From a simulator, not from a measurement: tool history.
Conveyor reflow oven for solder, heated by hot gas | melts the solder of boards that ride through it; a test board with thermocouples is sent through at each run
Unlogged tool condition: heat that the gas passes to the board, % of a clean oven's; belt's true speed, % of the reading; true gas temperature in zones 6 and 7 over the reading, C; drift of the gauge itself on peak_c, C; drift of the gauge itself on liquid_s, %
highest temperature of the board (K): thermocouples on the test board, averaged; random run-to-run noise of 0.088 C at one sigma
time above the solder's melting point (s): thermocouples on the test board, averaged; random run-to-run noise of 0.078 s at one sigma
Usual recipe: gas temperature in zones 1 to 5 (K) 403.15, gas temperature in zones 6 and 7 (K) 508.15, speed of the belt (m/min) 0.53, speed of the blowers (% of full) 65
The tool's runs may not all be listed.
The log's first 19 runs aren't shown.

| run | hour | gas temperature in zones 1 to 5 (K) | gas temperature in zones 6 and 7 (K) | speed of the belt (m/min) | speed of the blowers (% of full) | hours of work since the flux was cleaned out | hours of work since the belt drive was overhauled | hours of work since the thermocouples were changed | highest temperature of the board (K) | time above the solder's melting point (s) |
|---|---|---|---|---|---|---|---|---|---|---|
| 20 | 436.4 | 403.15 | 508.15 | 0.597 | 65 | 255 | 978 | 133 | 487.33 | 48.49 |
| 21 | 457.4 | 410.15 | 500.15 | 0.53 | 65 | 270 | 993 | 148 | 485.34 | 56.58 |
| 22 | 474.6 | 405.15 | 497.15 | 0.521 | 65 | 282 | 1005 | 161 | 482.2 | 52.89 |
| 23 | 500.5 | 405.15 | 497.15 | 0.521 | 65 | 300 | 1023 | 179 | 482.23 | 52.94 |
| 24 | 524.7 | 404.15 | 503.15 | 0.544 | 51 | 317 | 1040 | 196 | 482.34 | 49.09 |
| 25 | 536.9 | 404.15 | 503.15 | 0.544 | 51 | 326 | 1049 | 205 | 482.47 | 48.93 |
|  | 543.1 | belt drive overhauled, speed set with a stopwatch |
| 26 | 566.4 | 404.15 | 523.15 | 0.544 | 79 | 344 | 17 | 223 | 505.94 | 66.14 |
| 27 | 587.1 | 404.15 | 523.15 | 0.544 | 79 | 359 | 31 | 237 | 505.82 | 66.02 |
| 28 | 599.3 | 404.15 | 523.15 | 0.544 | 79 | 367 | 40 | 246 | 505.8 | 66.13 |
| 29 | 616 | 394.15 | 514.15 | 0.479 | 61 | 379 | 52 | 258 | 496.7 | 65.68 |
| 30 | 645.7 | 403.15 | 520.15 | 0.53 | 53 | 400 | 73 | 279 | 497.69 | 61.93 |
| 31 | 664 | 403.15 | 520.15 | 0.53 | 53 | 413 | 86 | 292 | 497.71 | 61.96 |

What if the next run were any one of these 3? Each begins from the tool's condition after run 31:
| A | 686.3 | 411.15 | 518.15 | 0.464 | 65 | 429 | 101 | 308 | ? | ? |
| B | 686.3 | 403.15 | 519.15 | 0.495 | 73 | 429 | 101 | 308 | ? | ? |
| C | 686.3 | 410.15 | 508.15 | 0.53 | 65 | 429 | 101 | 308 | ? | ? |

| run | highest temperature of the board (K) | time above the solder's melting point (s) |
|---|---|---|
| A | 504.43 | 79.49 |
| B | 503.79 | 71.47 |
| C | 491.2 | 60.1 |
Without the tool's hidden state the same runs would have given:
| run | highest temperature of the board (K) | time above the solder's melting point (s) |
|---|---|---|
| A | 506.46 | 80.4 |
| B | 506.04 | 72.57 |
| C | 493.3 | 61.64 |
